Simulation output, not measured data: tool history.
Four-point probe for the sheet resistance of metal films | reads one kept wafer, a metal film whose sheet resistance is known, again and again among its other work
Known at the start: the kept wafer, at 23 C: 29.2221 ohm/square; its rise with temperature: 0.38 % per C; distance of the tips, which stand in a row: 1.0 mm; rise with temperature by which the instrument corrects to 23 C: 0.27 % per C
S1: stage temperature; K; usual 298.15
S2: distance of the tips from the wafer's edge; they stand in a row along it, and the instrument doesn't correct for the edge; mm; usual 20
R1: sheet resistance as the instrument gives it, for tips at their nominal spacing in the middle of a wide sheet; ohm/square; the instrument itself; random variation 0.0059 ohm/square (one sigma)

run     day      S1  S2         R1
  1       0  298.15  20  29.375825
  2   2.358  298.15  20  29.372729
  3   5.262  303.15  20  29.528214
  4   7.867  298.15   3  30.987007
  5  10.633  298.15   3  30.991723
  6  13.183  298.15   3  30.988109
     13.492  -- stage's thermometer calibrated
  7  16.875  298.15   3  30.965547
  8  18.462  298.15   4  30.260244
  9  20.129  298.15  13  29.407047
     22.925  -- stage's thermometer calibrated, once more
 10  23.529  298.15  13  29.478163
 11  27.175  298.15  13  29.489343
 12  28.908  298.15  13  29.482832
 13   32.15  293.15  49  29.239683
 14   33.85  293.15  49  29.242103

The next listed run, before its measurement:
 15  37.392  293.15  12   ?

{"run 15": {"R1": 29.342637}}
Without the tool's hidden state the same run would have given R1 29.230723 ohm/square.

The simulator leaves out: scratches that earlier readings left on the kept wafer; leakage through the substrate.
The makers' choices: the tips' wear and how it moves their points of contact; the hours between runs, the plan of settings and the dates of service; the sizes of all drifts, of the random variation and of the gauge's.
